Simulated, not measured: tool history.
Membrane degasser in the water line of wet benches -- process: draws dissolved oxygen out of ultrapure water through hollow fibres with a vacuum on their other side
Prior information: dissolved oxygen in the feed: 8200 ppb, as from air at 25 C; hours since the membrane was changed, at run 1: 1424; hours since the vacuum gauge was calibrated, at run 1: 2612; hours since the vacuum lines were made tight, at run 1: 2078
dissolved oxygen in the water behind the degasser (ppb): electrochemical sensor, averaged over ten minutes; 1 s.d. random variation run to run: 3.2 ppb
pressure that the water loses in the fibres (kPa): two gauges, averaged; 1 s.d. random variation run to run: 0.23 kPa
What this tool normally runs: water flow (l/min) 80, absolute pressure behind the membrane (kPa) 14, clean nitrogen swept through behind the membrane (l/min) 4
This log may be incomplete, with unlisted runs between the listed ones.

| run | day | water flow (l/min) | absolute pressure behind the membrane (kPa) | clean nitrogen swept through behind the membrane (l/min) | hours since the membrane was changed | hours since the vacuum gauge was calibrated | hours since the vacuum lines were made tight | dissolved oxygen in the water behind the degasser (ppb) | pressure that the water loses in the fibres (kPa) |
|---|---|---|---|---|---|---|---|---|---|
| 1 | 0 | 80 | 14 | 4 | 1424 | 2612 | 2078 | 506.7 | 59.86 |
| 2 | 11.983 | 80 | 14 | 4 | 1712 | 2900 | 2366 | 507.7 | 60.36 |
| 3 | 19.067 | 80 | 14 | 4 | 1882 | 3070 | 2536 | 505.4 | 60.34 |
| 4 | 28 | 80 | 14 | 4 | 2096 | 3284 | 2750 | 509.9 | 59.88 |
| 5 | 37.608 | 80 | 14 | 4 | 2327 | 3515 | 2981 | 504.8 | 60.56 |
| 6 | 47.667 | 80 | 14 | 4 | 2568 | 3756 | 3222 | 510.2 | 60.72 |
| 7 | 53.992 | 80 | 14 | 4 | 2720 | 3908 | 3374 | 507.1 | 61.14 |
| 8 | 58.871 | 80 | 14 | 4 | 2837 | 4025 | 3491 | 506.9 | 61.32 |
| 9 | 63.842 | 80 | 14 | 4 | 2956 | 4144 | 3610 | 510.5 | 60.45 |
|  | 72.462 | vacuum gauge calibrated |
| 10 | 72.462 | 80 | 14 | 4 | 3163 | 0 | 3817 | 502 | 61.09 |
| 11 | 83.754 | 80 | 14 | 3.39 | 3434 | 271 | 4088 | 574.2 | 61.44 |
| 12 | 93.767 | 80 | 14 | 3.39 | 3674 | 511 | 4328 | 571.2 | 60.64 |
| 13 | 104.946 | 80 | 14 | 3.39 | 3942 | 780 | 4596 | 583 | 60.98 |
| 14 | 110.6 | 76 | 14 | 4 | 4078 | 915 | 4732 | 487.7 | 57.72 |
| 15 | 119.404 | 63 | 14 | 4 | 4289 | 1127 | 4943 | 402 | 47.96 |
| 16 | 127.292 | 84 | 14 | 5.62 | 4479 | 1316 | 5133 | 414.7 | 63.94 |
| 17 | 135.446 | 80 | 20.7 | 8.15 | 4674 | 1512 | 5328 | 443.3 | 61.18 |
| 18 | 143.788 | 80 | 20.7 | 8.15 | 4875 | 1712 | 5529 | 441.2 | 61.6 |
| 19 | 149.325 | 80 | 26.8 | 1.62 | 5007 | 1845 | 5661 | 1872 | 61.45 |
| 20 | 159.962 | 80 | 26.8 | 1.62 | 5263 | 2100 | 5917 | 1870.1 | 61.18 |
| 21 | 171.683 | 61 | 13 | 2.12 | 5544 | 2381 | 6198 | 593.2 | 46.87 |
| 22 | 177.821 | 61 | 13 | 2.12 | 5691 | 2529 | 6345 | 603 | 46.84 |
| 23 | 184.012 | 61 | 12.2 | 7.95 | 5840 | 2677 | 6494 | 191.7 | 46.98 |
|  | 195.867 | seals of the vacuum lines changed |
| 24 | 195.867 | 105 | 14 | 11.05 | 6122 | 2960 | 0 | 338.2 | 80.94 |
| 25 | 205.9 | 105 | 14 | 3.49 | 6363 | 3201 | 241 | 729.1 | 80.74 |

Forecast run 26:
| 26 | 213.292 | 61 | 23.2 | 4.87 | 6541 | 3378 | 418 | ? | ? |

{"run 26": {"dissolved oxygen in the water behind the degasser (ppb)": 577.5, "pressure that the water loses in the fibres (kPa)": 46.7}}
Were there no unlogged condition in the tool, this run, its random variation unchanged, would have produced dissolved oxygen in the water behind the degasser (ppb) 570.8, pressure that the water loses in the fibres (kPa) 45.44.

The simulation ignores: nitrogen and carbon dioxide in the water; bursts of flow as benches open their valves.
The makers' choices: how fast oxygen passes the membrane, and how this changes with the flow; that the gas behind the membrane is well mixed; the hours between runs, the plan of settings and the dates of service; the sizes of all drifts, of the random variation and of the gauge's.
